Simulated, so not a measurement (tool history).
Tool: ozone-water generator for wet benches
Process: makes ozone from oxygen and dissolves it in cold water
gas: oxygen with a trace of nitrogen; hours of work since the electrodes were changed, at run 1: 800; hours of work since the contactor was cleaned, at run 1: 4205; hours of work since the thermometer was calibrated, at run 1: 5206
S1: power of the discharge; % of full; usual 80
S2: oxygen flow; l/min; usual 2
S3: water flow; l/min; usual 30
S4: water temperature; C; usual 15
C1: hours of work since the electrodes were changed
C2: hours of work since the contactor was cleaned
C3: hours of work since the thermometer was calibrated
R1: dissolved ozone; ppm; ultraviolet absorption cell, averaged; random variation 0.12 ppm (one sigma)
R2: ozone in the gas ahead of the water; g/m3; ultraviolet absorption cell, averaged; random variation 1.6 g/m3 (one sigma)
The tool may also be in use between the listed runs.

Run 1, hour 0: usual settings; C1 800; C2 4205; C3 5206. Result: R1 11.3 ppm, R2 290.2 g/m3.
Run 2, hour 52: usual settings; C1 852; C2 4257; C3 5258. Result: R1 11.4 ppm, R2 290 g/m3.
Run 3, hour 95: usual settings; C1 894; C2 4299; C3 5301. Result: R1 11.3 ppm, R2 288.6 g/m3.
Run 4, hour 117.1: usual settings but S4 8 C; C1 916; C2 4321; C3 5323. Result: R1 11.8 ppm, R2 288.4 g/m3.
At hour 138.4: water thermometer calibrated.
Run 5, hour 140: usual settings but S4 8 C; C1 939; C2 4344; C3 2. Result: R1 11.7 ppm, R2 287.5 g/m3.
Run 6, hour 168.4: usual settings but S4 8 C; C1 967; C2 4372; C3 30. Result: R1 11.7 ppm, R2 290.8 g/m3.
Run 7, hour 194.6: usual settings but S2 2.21 l/min, S4 8 C; C1 993; C2 4398; C3 56. Result: R1 12.2 ppm, R2 277.9 g/m3.
Run 8, hour 245.1: usual settings; C1 1043; C2 4448; C3 106. Result: R1 11.2 ppm, R2 285.5 g/m3.
Run 9, hour 297.3: usual settings; C1 1095; C2 4500; C3 158. Result: R1 11.1 ppm, R2 288 g/m3.
At hour 312.7: water thermometer calibrated, once more.
Run 10, hour 342.9: usual settings; C1 1139; C2 4544; C3 30. Result: R1 11.2 ppm, R2 285.4 g/m3.
Run 11, hour 369.8: usual settings; C1 1166; C2 4571; C3 57. Result: R1 11.2 ppm, R2 285.4 g/m3.
Run 12, hour 418.4: usual settings but S3 47 l/min; C1 1214; C2 4619; C3 105. Result: R1 6.7 ppm, R2 282.8 g/m3.
Run 13, hour 457.6: usual settings but S3 33 l/min, S4 16 C; C1 1253; C2 4658; C3 144. Result: R1 9.9 ppm, R2 286.6 g/m3.
Run 14, hour 504.4: usual settings but S1 64 % of full, S2 1.12 l/min, S3 22 l/min, S4 11 C; C1 1300; C2 4705; C3 190. Result: R1 11.1 ppm, R2 325.7 g/m3.
Run 15, hour 554.1: usual settings but S1 90 % of full, S2 2.57 l/min, S3 20 l/min, S4 14 C; C1 1349; C2 4754; C3 240. Result: R1 20.2 ppm, R2 270.6 g/m3.
Run 16, hour 588.7: usual settings but S1 64 % of full, S2 2.57 l/min, S3 42 l/min, S4 14 C; C1 1383; C2 4788; C3 274. Result: R1 7.4 ppm, R2 226.8 g/m3.
Run 17, hour 631.5: usual settings but S1 64 % of full, S2 2.57 l/min, S3 42 l/min, S4 14 C; C1 1426; C2 4831; C3 316. Result: R1 7.4 ppm, R2 222.2 g/m3.
Run 18, hour 668.8: usual settings; C1 1463; C2 4868; C3 353. Result: R1 11.1 ppm, R2 285 g/m3.
Run 19, hour 697.2: usual settings but S1 69 % of full, S4 19 C; C1 1491; C2 4896; C3 382. Result: R1 10 ppm, R2 261.4 g/m3.
Run 20, hour 737.9: usual settings but S1 76 % of full, S2 2.91 l/min, S3 31 l/min, S4 8 C; C1 1531; C2 4937; C3 422. Result: R1 12.5 ppm, R2 234.7 g/m3.
Run 21, hour 786.3: usual settings but S1 43 % of full, S2 1.03 l/min, S4 17 C; C1 1579; C2 4985; C3 470. Result: R1 5.7 ppm, R2 270.3 g/m3.
Run 22, hour 811.3: usual settings but S1 43 % of full, S2 1.03 l/min, S4 17 C; C1 1604; C2 5009; C3 495. Result: R1 5.8 ppm, R2 270.8 g/m3.
Run 23, hour 848.4: usual settings but S1 81 % of full, S3 41 l/min, S4 14 C; C1 1641; C2 5046; C3 532. Result: R1 7.7 ppm, R2 285.4 g/m3.
Run 24, hour 893.1: usual settings but S2 1.29 l/min, S3 41 l/min, S4 16 C; C1 1685; C2 5091; C3 576. Result: R1 6.2 ppm, R2 341 g/m3.

4 ways to go on from here, each from the tool as it stands after run 24. What would each give?
Run A, hour 941.6: usual settings but S2 3.03 l/min; C1 1734; C2 5139; C3 624. Result: R1 ?, R2 ?.
Run B, hour 941.6: usual settings but S2 2.67 l/min, S3 22 l/min, S4 16 C; C1 1734; C2 5139; C3 624. Result: R1 ?, R2 ?.
Run C, hour 941.6: usual settings but S1 69 % of full, S2 1.29 l/min, S3 19 l/min, S4 16 C; C1 1734; C2 5139; C3 624. Result: R1 ?, R2 ?.
Run D, hour 941.6: usual settings but S2 1.38 l/min, S3 41 l/min, S4 14 C; C1 1734; C2 5139; C3 624. Result: R1 ?, R2 ?.

run    R1     R2
  A  12.9  234.4
  B  16.9  247.9
  C  14.1  314.7
  D   6.2  331.5
Without the tool's hidden state the same runs would have given:
run    R1     R2
  A  14.2  249.2
  B  18.4  263.4
  C  15.3  332.9
  D   6.8  352.3

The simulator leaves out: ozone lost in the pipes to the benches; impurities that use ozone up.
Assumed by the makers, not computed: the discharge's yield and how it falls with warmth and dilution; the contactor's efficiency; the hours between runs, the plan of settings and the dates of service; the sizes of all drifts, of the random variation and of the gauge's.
